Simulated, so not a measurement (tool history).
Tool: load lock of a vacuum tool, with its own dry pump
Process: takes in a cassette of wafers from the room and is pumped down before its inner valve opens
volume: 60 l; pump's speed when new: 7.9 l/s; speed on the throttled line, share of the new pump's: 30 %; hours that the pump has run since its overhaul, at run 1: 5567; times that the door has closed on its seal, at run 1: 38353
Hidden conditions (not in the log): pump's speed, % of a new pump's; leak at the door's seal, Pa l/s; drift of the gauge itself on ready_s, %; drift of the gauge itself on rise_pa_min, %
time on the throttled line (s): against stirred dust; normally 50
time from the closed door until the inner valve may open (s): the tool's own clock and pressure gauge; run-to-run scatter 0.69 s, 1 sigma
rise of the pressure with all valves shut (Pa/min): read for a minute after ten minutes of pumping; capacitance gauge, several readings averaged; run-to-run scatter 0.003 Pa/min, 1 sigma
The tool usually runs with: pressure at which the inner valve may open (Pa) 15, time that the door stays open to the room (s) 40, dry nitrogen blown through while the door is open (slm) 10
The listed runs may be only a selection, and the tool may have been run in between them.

run     day  time on the throttled line (s)  pressure at which the inner valve may open (Pa)  time that the door stays open to the room (s)  dry nitrogen blown through while the door is open (slm)  hours that the pump has run since its overhaul  times that the door has closed on its seal  incoming humidity of the room's air, %  time from the closed door until the inner valve may open (s)  rise of the pressure with all valves shut (Pa/min)
  1   0.000                              50                                               15                                             40                                                       10                                            5567                                       38353                                    45.3                                                         106.0                                               0.467
  2   8.762                              50                                               15                                             63                                                       10                                            5777                                       39264                                    43.6                                                         105.5                                               0.476
  3  13.608                              50                                               15                                             63                                                       10                                            5894                                       39768                                    41.9                                                         106.2                                               0.492
     19.000  -- door's seal changed, seat wiped
  4  21.838                              50                                               15                                             63                                                       10                                            6090                                         295                                    41.7                                                         106.0                                               0.018
  5  27.612                              50                                               15                                             29                                                       10                                            6228                                         895                                    42.5                                                         106.4                                               0.020
  6  32.888                              50                                               15                                            171                                                       10                                            6355                                        1443                                    48.1                                                         106.1                                               0.032
  7  40.908                              50                                               15                                            171                                                       10                                            6547                                        2278                                    45.1                                                         107.6                                               0.032
  8  44.842                              30                                               20                                             76                                                        9                                            6642                                        2686                                    43.9                                                          89.5                                               0.029
  9  51.642                              79                                               20                                            128                                                        9                                            6805                                        3393                                    43.4                                                         124.0                                               0.031
 10  58.192                              50                                               15                                             57                                                       10                                            6962                                        4074                                    42.3                                                         107.2                                               0.039
 11  65.146                              50                                               15                                             57                                                       10                                            7129                                        4797                                    43.1                                                         106.5                                               0.037
 12  69.612                              50                                               15                                             57                                                       10                                            7236                                        5261                                    45.6                                                         107.6                                               0.038
 13  77.029                              50                                               19                                             30                                                        8                                            7414                                        6033                                    43.9                                                         103.4                                               0.043

Selected run-to-run steps in time from the closed door until the inner valve may open (s), each split into two signed amounts: the part the tool would show with no hidden state at all (from settings, incoming material and random variation), and the remainder, which goes to the hidden state together with any gauge scatter not common to the measured and the hidden-state-free results:
Run 8 -> 9: time on the throttled line (s) 30 -> 79, time that the door stays open to the room (s) 76 -> 128. time from the closed door until the inner valve may open (s) +34.5: hidden state -0.7, all else +35.2.

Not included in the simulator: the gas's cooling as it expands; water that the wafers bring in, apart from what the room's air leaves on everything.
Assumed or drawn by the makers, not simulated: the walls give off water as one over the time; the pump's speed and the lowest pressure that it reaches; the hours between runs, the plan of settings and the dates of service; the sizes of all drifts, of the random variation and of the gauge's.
